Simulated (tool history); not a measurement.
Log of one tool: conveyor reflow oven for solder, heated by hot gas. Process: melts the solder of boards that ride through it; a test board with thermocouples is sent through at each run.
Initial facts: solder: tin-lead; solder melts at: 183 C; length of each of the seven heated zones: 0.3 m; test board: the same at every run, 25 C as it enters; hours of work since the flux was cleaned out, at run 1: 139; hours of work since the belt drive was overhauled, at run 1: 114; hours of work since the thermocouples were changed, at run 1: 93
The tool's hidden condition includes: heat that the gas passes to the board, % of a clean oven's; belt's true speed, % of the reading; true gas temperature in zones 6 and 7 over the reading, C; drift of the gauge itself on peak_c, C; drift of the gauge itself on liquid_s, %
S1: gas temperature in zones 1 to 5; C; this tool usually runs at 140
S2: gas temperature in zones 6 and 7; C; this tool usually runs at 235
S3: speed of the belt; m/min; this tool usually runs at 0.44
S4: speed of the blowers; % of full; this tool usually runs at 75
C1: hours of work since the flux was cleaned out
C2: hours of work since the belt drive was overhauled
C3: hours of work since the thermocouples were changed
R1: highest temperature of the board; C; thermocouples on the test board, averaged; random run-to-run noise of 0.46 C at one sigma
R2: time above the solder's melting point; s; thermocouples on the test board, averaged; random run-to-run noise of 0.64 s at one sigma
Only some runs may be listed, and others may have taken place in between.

run 1 hour=0 | S1=140 S2=235 S3=0.44 S4=75 | C1=139 C2=114 C3=93 | R1=222.4 R2=66.7
run 2 hour=5.9 | S1=140 S2=235 S3=0.358 S4=75 | C1=143 C2=118 C3=97 | R1=228.3 R2=86.4
run 3 hour=10.6 | S1=140 S2=235 S3=0.358 S4=75 | C1=146 C2=121 C3=100 | R1=228.5 R2=87.8
run 4 hour=19.8 | S1=140 S2=235 S3=0.358 S4=75 | C1=153 C2=127 C3=106 | R1=228 R2=88.6
run 5 hour=28.3 | S1=140 S2=235 S3=0.358 S4=75 | C1=158 C2=133 C3=112 | R1=227.3 R2=87.8
run 6 hour=36.5 | S1=140 S2=235 S3=0.44 S4=75 | C1=164 C2=139 C3=118 | R1=222.9 R2=67.4
run 7 hour=43.6 | S1=140 S2=235 S3=0.44 S4=75 | C1=169 C2=143 C3=123 | R1=222.9 R2=67.3
run 8 hour=52.7 | S1=140 S2=235 S3=0.44 S4=75 | C1=175 C2=150 C3=129 | R1=223.6 R2=68.3
run 9 hour=61 | S1=140 S2=235 S3=0.44 S4=56 | C1=181 C2=155 C3=134 | R1=219.5 R2=62.9
run 10 hour=64.8 | S1=140 S2=235 S3=0.377 S4=56 | C1=183 C2=158 C3=137 | R1=223.7 R2=80.1
run 11 hour=74 | S1=135 S2=227 S3=0.376 S4=60 | C1=189 C2=164 C3=143 | R1=216.5 R2=71
run 12 hour=80.1 | S1=135 S2=227 S3=0.376 S4=60 | C1=194 C2=168 C3=147 | R1=216.1 R2=72
run 13 hour=86.7 | S1=140 S2=235 S3=0.493 S4=59 | C1=198 C2=173 C3=152 | R1=216.4 R2=54.1
run 14 hour=93.4 | S1=144 S2=240 S3=0.467 S4=50 | C1=203 C2=177 C3=156 | R1=220.6 R2=62
run 15 hour=101.2 | S1=140 S2=240 S3=0.44 S4=75 | C1=208 C2=183 C3=162 | R1=227.8 R2=70.2

Forecast each of these 4 alternatives for the next run:
run A hour=107.5 | S1=140 S2=231 S3=0.425 S4=75 | C1=212 C2=187 C3=166 | R1=? R2=?
run B hour=107.5 | S1=135 S2=231 S3=0.44 S4=89 | C1=212 C2=187 C3=166 | R1=? R2=?
run C hour=107.5 | S1=140 S2=246 S3=0.396 S4=75 | C1=212 C2=187 C3=166 | R1=? R2=?
run D hour=107.5 | S1=140 S2=225 S3=0.388 S4=80 | C1=212 C2=187 C3=166 | R1=? R2=?

run=A R1=220.8 R2=68.3
run=B R1=221.3 R2=65.9
run=C R1=236.3 R2=82.7
run=D R1=217.5 R2=73
The same runs, with their run-to-run variation unchanged, on a tool lacking any hidden condition would have given:
run=A R1=220.8 R2=68.3
run=B R1=221.3 R2=65.9
run=C R1=236.3 R2=82.7
run=D R1=217.5 R2=73
